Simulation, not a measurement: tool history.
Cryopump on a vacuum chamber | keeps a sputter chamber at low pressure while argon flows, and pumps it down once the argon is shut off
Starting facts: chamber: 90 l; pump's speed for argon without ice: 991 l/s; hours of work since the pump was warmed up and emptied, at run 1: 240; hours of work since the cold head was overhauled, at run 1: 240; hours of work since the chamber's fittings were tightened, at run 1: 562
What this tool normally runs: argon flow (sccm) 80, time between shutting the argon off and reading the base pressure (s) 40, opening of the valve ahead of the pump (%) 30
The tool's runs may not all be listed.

run     day  argon flow (sccm)  time between shutting the argon off and reading the base pressure (s)  opening of the valve ahead of the pump (%)  hours of work since the pump was warmed up and emptied  hours of work since the cold head was overhauled  hours of work since the chamber's fittings were tightened  pressure while argon flows (Pa)  pressure after the wait (uPa)
  1       0                 80                                                                     40                                          30                                                     240                                               240                                                        562                           0.4723                           2.81
  2   0.562                 80                                                                     40                                          18                                                     245                                               245                                                        567                           0.7731                           2.76
  3   1.388                 80                                                                     40                                          30                                                     254                                               254                                                        575                           0.4731                           2.84
  4   2.229                 80                                                                     40                                          30                                                     262                                               262                                                        584                            0.474                           2.85
  5   2.954                 80                                                                    195                                          30                                                     269                                               269                                                        591                           0.4737                           1.29
  6   3.508                112                                                                     40                                          30                                                     274                                               274                                                        596                           0.6607                           2.74
  7   4.204                 80                                                                     55                                          30                                                     281                                               281                                                        603                           0.4742                           2.28
  8     5.2                 80                                                                    168                                          30                                                     291                                               291                                                        612                           0.4749                           1.39
  9   5.842                 80                                                                    168                                          30                                                     297                                               297                                                        619                           0.4767                           1.43
 10   6.767                 80                                                                    176                                          32                                                     306                                               306                                                        628                           0.4484                           1.35
 11   7.579                108                                                                     79                                          48                                                     314                                               314                                                        636                           0.4153                            1.9
 12   8.446                108                                                                     79                                          48                                                     322                                               322                                                        644                           0.4164                           1.92
 13   9.358                108                                                                     79                                          48                                                     331                                               331                                                        653                           0.4163                           1.89
 14  10.454                108                                                                    175                                          41                                                     342                                               342                                                        664                           0.4842                           1.42
 15  11.288                108                                                                    175                                          41                                                     350                                               350                                                        672                           0.4872                           1.46
 16  12.179                 33                                                                    175                                          40                                                     359                                               359                                                        681                           0.1526                           1.51
 17  12.667                 33                                                                    175                                          40                                                     364                                               364                                                        685                           0.1513                           1.47
 18  13.383                 33                                                                     26                                          27                                                     371                                               371                                                        692                           0.2221                           4.05

Here are 3 independent what-if runs from the current tool condition. What would each one return?
  A  14.275                 33                                                                     30                                          27                                                     379                                               379                                                        701                                ?                              ?
  B  14.275                 52                                                                    231                                          38                                                     379                                               379                                                        701                                ?                              ?
  C  14.275                 66                                                                     21                                          43                                                     379                                               379                                                        701                                ?                              ?

run  pressure while argon flows (Pa)  pressure after the wait (uPa)
  A                           0.2197                           3.55
  B                           0.2529                           1.44
  C                           0.2864                           4.73
The same runs, with their run-to-run variation unchanged, on a tool lacking any hidden condition would have given:
run  pressure while argon flows (Pa)  pressure after the wait (uPa)
  A                           0.2078                           2.83
  B                           0.2341                           0.69
  C                           0.2625                              4
